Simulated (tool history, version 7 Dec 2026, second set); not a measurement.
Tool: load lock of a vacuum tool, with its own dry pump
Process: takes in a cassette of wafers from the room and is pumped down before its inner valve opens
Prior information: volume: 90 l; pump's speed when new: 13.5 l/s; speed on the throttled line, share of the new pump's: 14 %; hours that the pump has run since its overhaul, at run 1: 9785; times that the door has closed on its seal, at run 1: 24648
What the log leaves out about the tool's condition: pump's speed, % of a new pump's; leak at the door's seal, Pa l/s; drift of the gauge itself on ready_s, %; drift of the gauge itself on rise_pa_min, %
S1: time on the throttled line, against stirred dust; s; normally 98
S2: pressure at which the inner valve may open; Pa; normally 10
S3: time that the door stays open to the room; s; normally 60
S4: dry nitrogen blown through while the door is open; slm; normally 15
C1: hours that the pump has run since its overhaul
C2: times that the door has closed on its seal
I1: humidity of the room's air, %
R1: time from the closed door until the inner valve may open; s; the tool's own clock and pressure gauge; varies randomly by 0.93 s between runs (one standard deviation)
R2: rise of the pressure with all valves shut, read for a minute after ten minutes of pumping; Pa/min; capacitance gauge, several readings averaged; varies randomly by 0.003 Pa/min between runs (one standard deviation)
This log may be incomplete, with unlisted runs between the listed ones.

run      day   S1  S2   S3  S4     C1     C2    I1     R1     R2
  1        0   98  10   60  15   9785  24648  46.8  153.7  0.085
  2    9.354   98  10   60  15  10009  25386  44.4  155.5  0.087
  3   14.862   98  10  104  15  10141  25821    40  154.5  0.087
  4   19.692   98  10  104  15  10257  26203    44  154.4  0.089
  5   24.254   98  10  104  15  10367  26563  43.5  154.7  0.093
  6   29.246   98  10  104  15  10486  26957  43.4  153.2  0.094
  7    34.15   98  10  104  15  10604  27345  43.6  153.5  0.093
  8   41.329   98  10   60  15  10776  27912  44.6  153.6  0.096
  9   50.196  108  10   60  15  10989  28612  46.1  163.4  0.099
 10   57.896   65  10   60  12  11174  29220  46.9  127.9  0.104
 11   66.758  166  10   60  31  11387  29920  45.3  213.1  0.102
 12   74.996  120  19   38  15  11584  30571  42.3  167.8  0.108
 13   82.912  174  19   38  43  11774  31196  43.2  215.9  0.104
 14   87.275  173  10   60  15  11879  31541  45.4    216  0.113
 15   95.225  173   9   60  15  12070  32169  43.7  219.6  0.114
 16  100.892  103   7   29   8  12206  32616  48.6  165.7  0.115
 17  104.717  103   7   29   8  12298  32918  43.6  164.2   0.12
 18  110.771  130  10   60  15  12443  33396  45.4  183.7  0.127

Alternative continuations, all from the tool just after run 18; predict every row:
  A  116.612  130  12  210  15  12583  33858  48.4   ?   ?
  B  116.612   98  19  212  15  12583  33858    40   ?   ?
  C  116.612   98  10   60  15  12583  33858  48.4   ?   ?

run     R1     R2
  A  183.4  0.133
  B  152.4  0.126
  C  155.4   0.12
With no hidden state in the tool, these same runs would have given:
run     R1     R2
  A  173.9  0.027
  B  142.8   0.02
  C  144.9  0.015
